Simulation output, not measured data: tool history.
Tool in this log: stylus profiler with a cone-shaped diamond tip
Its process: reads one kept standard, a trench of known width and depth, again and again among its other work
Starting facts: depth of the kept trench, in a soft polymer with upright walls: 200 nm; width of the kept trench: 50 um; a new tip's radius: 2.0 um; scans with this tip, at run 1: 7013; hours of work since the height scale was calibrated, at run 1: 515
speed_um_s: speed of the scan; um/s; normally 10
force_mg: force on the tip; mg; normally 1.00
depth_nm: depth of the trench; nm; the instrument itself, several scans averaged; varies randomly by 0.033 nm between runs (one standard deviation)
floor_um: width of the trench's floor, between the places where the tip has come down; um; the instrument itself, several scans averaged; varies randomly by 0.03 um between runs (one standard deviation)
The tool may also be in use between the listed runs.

run	hour	speed_um_s	force_mg	scans with this tip	hours of work since the height scale was calibrated	depth_nm	floor_um
1	0.0	10	1.00	7013	515	201.98	47.97
2	56.4	10	0.65	7340	539	201.64	47.92
3	104.8	10	1.00	7620	559	202.01	47.90
4	161.0	2	1.00	7945	583	201.99	48.01
5	186.0	2	1.00	8090	594	202.05	47.93
6	233.2	10	1.25	8363	614	202.31	47.95
7	267.3	15	1.00	8560	628	202.11	47.89
8	310.9	10	1.00	8813	647	202.14	47.89
9	346.5	10	1.00	9019	662	202.10	47.85
10	393.1	10	1.00	9288	682	202.08	47.93
11	432.7	10	1.00	9518	699	202.12	47.86
12	486.8	3	2.25	9831	722	203.18	47.92
13	511.4	10	0.83	9973	732	201.95	47.88
14	542.7	10	0.83	10155	745	201.93	47.84
15	594.6	10	1.80	10455	768	202.93	47.91
16	645.9	9	0.72	10752	789	201.88	47.86
17	673.5	12	0.98	10912	801	202.16	47.84
18	711.7	19	1.26	11133	817	202.46	47.78
19	747.0	19	1.15	11338	832	202.36	47.74
20	778.8	26	0.65	11521	846	201.83	47.63
21	808.2	11	0.37	11692	858	201.53	47.78
22	838.1	11	0.37	11865	871	201.58	47.70

Here are 4 independent what-if runs from the current tool condition. What would each one return?
A	862.6	10	1.73	12006	881	?	?
B	862.6	28	1.49	12006	881	?	?
C	862.6	2	1.00	12006	881	?	?
D	862.6	3	1.00	12006	881	?	?

run	depth_nm	floor_um
A	202.99	47.84
B	202.70	47.70
C	202.30	47.81
D	202.27	47.87
The same runs, with their run-to-run variation unchanged, on a tool lacking any hidden condition would have given:
run	depth_nm	floor_um
A	202.20	48.21
B	201.92	48.06
C	201.51	48.18
D	201.48	48.23
